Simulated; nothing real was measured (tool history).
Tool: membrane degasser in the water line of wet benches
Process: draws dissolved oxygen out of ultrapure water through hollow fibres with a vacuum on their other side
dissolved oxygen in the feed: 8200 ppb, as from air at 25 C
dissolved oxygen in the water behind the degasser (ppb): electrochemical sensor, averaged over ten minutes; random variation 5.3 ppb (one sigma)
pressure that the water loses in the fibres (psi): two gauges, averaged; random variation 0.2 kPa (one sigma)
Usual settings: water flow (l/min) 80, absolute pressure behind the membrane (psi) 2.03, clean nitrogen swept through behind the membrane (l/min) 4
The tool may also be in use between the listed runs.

run     day  water flow (l/min)  absolute pressure behind the membrane (psi)  clean nitrogen swept through behind the membrane (l/min)  dissolved oxygen in the water behind the degasser (ppb)  pressure that the water loses in the fibres (psi)
  1       0                  80                                         2.03                                                         4                                                    519.8                                              6.569
  2   2.621                  80                                         2.03                                                         4                                                    526.3                                              6.544
  3   4.646                  80                                         2.03                                                         4                                                    527.1                                              6.522
  4   7.954                  80                                         2.03                                                         4                                                    522.2                                              6.501
  5  11.354                  80                                         2.03                                                         4                                                    533.8                                              6.474
  6  14.104                  96                                         2.03                                                         4                                                    658.3                                              7.857
  7  15.704                  96                                         2.03                                                         4                                                      647                                              7.822
  8  18.054                  96                                         4.03                                                         4                                                   1245.8                                              7.765
  9  21.442                  96                                         4.03                                                         4                                                     1229                                               7.76
 10  23.275                  80                                         2.03                                                         4                                                    527.9                                               6.46
 11  25.921                  80                                         2.71                                                         4                                                    719.7                                              6.419
 12  28.021                  80                                         2.71                                                         4                                                    713.4                                              6.469
 13  30.625                  80                                         2.71                                                         4                                                    723.4                                              6.472
 14   33.75                  80                                         2.71                                                         4                                                    706.5                                              6.408
 15  35.596                  80                                         2.71                                                         4                                                    715.7                                              6.463
 16  38.879                  80                                         1.74                                                         4                                                    453.9                                              6.467
 17  40.442                  80                                         1.74                                                         4                                                    451.3                                              6.415
     41.496  -- gauge calibrated
 18  42.471                  91                                            4                                                      7.09                                                    781.9                                              7.464
 19  45.838                  91                                            4                                                      7.09                                                    775.9                                              7.471
 20  47.888                  91                                            4                                                      7.09                                                    767.7                                              7.406
 21  50.217                  91                                            4                                                      7.09                                                    765.1                                              7.413
 22  53.267                  63                                         2.13                                                         4                                                    424.1                                              5.134
 23  56.708                  55                                         1.25                                                      1.82                                                      351                                               4.44
 24    59.8                  55                                         2.44                                                      1.87                                                    806.6                                               4.47
 25  62.542                 117                                         2.03                                                      3.04                                                    970.8                                              9.481
 26  64.829                  80                                         2.03                                                      1.86                                                    906.8                                              6.488
 27  66.562                  80                                         2.03                                                      1.86                                                    907.1                                              6.477
 28  68.162                  80                                         4.29                                                      1.86                                                   1880.4                                              6.485
 29  71.488                  80                                         4.29                                                      1.86                                                   1888.8                                              6.418
 30  73.725                  80                                         4.29                                                      1.86                                                   1877.4                                              6.473
 31  75.479                 107                                         2.03                                                     11.61                                                    402.1                                              8.553

Forecast each of these 5 alternatives for the next run:
  A  77.021                  72                                         3.96                                                      7.34                                                        ?                                                  ?
  B  77.021                  52                                          1.9                                                         6                                                        ?                                                  ?
  C  77.021                 105                                          3.9                                                      2.09                                                        ?                                                  ?
  D  77.021                 118                                         2.03                                                         4                                                        ?                                                  ?
  E  77.021                  80                                         1.51                                                      4.27                                                        ?                                                  ?

run  dissolved oxygen in the water behind the degasser (ppb)  pressure that the water loses in the fibres (psi)
  A                                                    578.2                                              5.728
  B                                                    218.4                                              4.136
  C                                                   1999.8                                              8.422
  D                                                    843.6                                              9.445
  E                                                    368.2                                              6.364
Without the tool's hidden state the same runs would have given:
run  dissolved oxygen in the water behind the degasser (ppb)  pressure that the water loses in the fibres (psi)
  A                                                    578.1                                              5.865
  B                                                    218.3                                              4.237
  C                                                   1999.6                                              8.622
  D                                                    843.4                                              9.671
  E                                                    368.1                                              6.517

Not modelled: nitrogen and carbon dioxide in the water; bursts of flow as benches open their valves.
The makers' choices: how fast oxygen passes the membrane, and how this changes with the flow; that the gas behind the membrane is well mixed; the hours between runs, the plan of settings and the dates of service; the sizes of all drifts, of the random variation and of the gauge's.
